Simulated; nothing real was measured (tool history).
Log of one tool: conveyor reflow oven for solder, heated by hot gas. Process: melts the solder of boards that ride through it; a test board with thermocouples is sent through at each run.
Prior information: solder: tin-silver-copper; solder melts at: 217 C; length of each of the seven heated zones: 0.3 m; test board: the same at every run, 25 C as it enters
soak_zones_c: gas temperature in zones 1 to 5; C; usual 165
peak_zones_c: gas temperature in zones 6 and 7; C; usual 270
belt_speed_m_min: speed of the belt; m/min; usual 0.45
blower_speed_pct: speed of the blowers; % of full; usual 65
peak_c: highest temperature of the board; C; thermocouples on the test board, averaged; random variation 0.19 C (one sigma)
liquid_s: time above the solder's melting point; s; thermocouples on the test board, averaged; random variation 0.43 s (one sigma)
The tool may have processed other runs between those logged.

| run | day | soak_zones_c | peak_zones_c | belt_speed_m_min | blower_speed_pct | peak_c | liquid_s |
|---|---|---|---|---|---|---|---|
| 1 | 0 | 165 | 270 | 0.45 | 65 | 252.6 | 58.4 |
| 2 | 1.946 | 165 | 270 | 0.45 | 65 | 252.4 | 57.6 |
| 3 | 4.65 | 165 | 270 | 0.362 | 65 | 258.5 | 80 |
| 4 | 7.158 | 165 | 270 | 0.45 | 77 | 256.2 | 61.1 |
| 5 | 9.992 | 157 | 270 | 0.45 | 77 | 254.9 | 59 |
|  | 12.2 | flux residue cleaned out of gas plates and filters |
| 6 | 12.379 | 157 | 270 | 0.38 | 77 | 259.7 | 74.9 |
| 7 | 14.629 | 157 | 270 | 0.38 | 77 | 259.8 | 74.9 |
| 8 | 17.046 | 157 | 270 | 0.38 | 77 | 259.6 | 74.6 |
| 9 | 18.912 | 157 | 270 | 0.38 | 77 | 259.3 | 74.6 |
| 10 | 20.762 | 157 | 270 | 0.38 | 77 | 259.9 | 74.7 |
| 11 | 22.938 | 157 | 270 | 0.38 | 77 | 259.5 | 74 |
| 12 | 25.162 | 157 | 270 | 0.38 | 77 | 260.1 | 74.8 |
|  | 25.779 | flux residue cleaned out of gas plates and filters, once more |
| 13 | 27.096 | 165 | 270 | 0.45 | 65 | 253.2 | 58.7 |
| 14 | 29.488 | 165 | 270 | 0.45 | 65 | 252.8 | 59 |
| 15 | 31.233 | 165 | 265 | 0.45 | 65 | 248.6 | 55.1 |
| 16 | 34.088 | 165 | 270 | 0.45 | 50 | 246.2 | 50.4 |
| 17 | 36.492 | 165 | 264 | 0.516 | 83 | 248.9 | 49 |
| 18 | 39.308 | 152 | 281 | 0.369 | 83 | 272.3 | 82.8 |
|  | 40.246 | flux residue cleaned out of gas plates and filters |
| 19 | 41.492 | 173 | 264 | 0.501 | 61 | 244.8 | 47.3 |
| 20 | 43.667 | 160 | 261 | 0.399 | 76 | 251 | 65.7 |
| 21 | 45 | 160 | 261 | 0.399 | 76 | 251.3 | 65.6 |
| 22 | 47.079 | 166 | 261 | 0.449 | 69 | 246.8 | 55.8 |
| 23 | 48.775 | 166 | 261 | 0.449 | 69 | 246.7 | 54.9 |
| 24 | 51.433 | 166 | 261 | 0.425 | 69 | 248.4 | 59.5 |
| 25 | 52.975 | 166 | 261 | 0.425 | 69 | 248.5 | 60 |
|  | 54.85 | flux residue cleaned out of gas plates and filters |
| 26 | 56.008 | 166 | 261 | 0.425 | 69 | 249 | 60.5 |
| 27 | 57.888 | 166 | 261 | 0.425 | 69 | 248.8 | 60.9 |
| 28 | 60.108 | 166 | 261 | 0.425 | 69 | 248.9 | 61.6 |
| 29 | 62.033 | 166 | 261 | 0.425 | 69 | 249.4 | 60.9 |
| 30 | 64.938 | 158 | 270 | 0.409 | 69 | 256.9 | 67.3 |

Some steps in peak_c between neighbouring runs. How much of each would the tool show without its hidden state too (settings, what came in, random variation), and how much is left for the hidden state, with any gauge scatter that isn't in both results?
What the log doesn't record here: heat that the gas passes to the board, % of a clean oven's; belt's true speed, % of the reading; true gas temperature in zones 6 and 7 over the reading, C; drift of the gauge itself on peak_c, C; drift of the gauge itself on liquid_s, %.
Run 12 -> 13: soak_zones_c 157 -> 165, belt_speed_m_min 0.38 -> 0.45, blower_speed_pct 77 -> 65, flux residue cleaned out of gas plates and filters, once more. peak_c -6.9 C: hidden state +1.1, all else -8.
Run 17 -> 18: soak_zones_c 165 -> 152, peak_zones_c 264 -> 281, belt_speed_m_min 0.516 -> 0.369. peak_c +23.4 C: hidden state +0, all else +23.4.
Run 18 -> 19: soak_zones_c 152 -> 173, peak_zones_c 281 -> 264, belt_speed_m_min 0.369 -> 0.501, blower_speed_pct 83 -> 61, flux residue cleaned out of gas plates and filters. peak_c -27.5 C: hidden state +0.8, all else -28.3.
Run 25 -> 26: flux residue cleaned out of gas plates and filters. peak_c +0.5 C: hidden state +0.6, all else -0.1.
Run 29 -> 30: soak_zones_c 166 -> 158, peak_zones_c 261 -> 270, belt_speed_m_min 0.425 -> 0.409. peak_c +7.5 C: hidden state +0, all else +7.5.
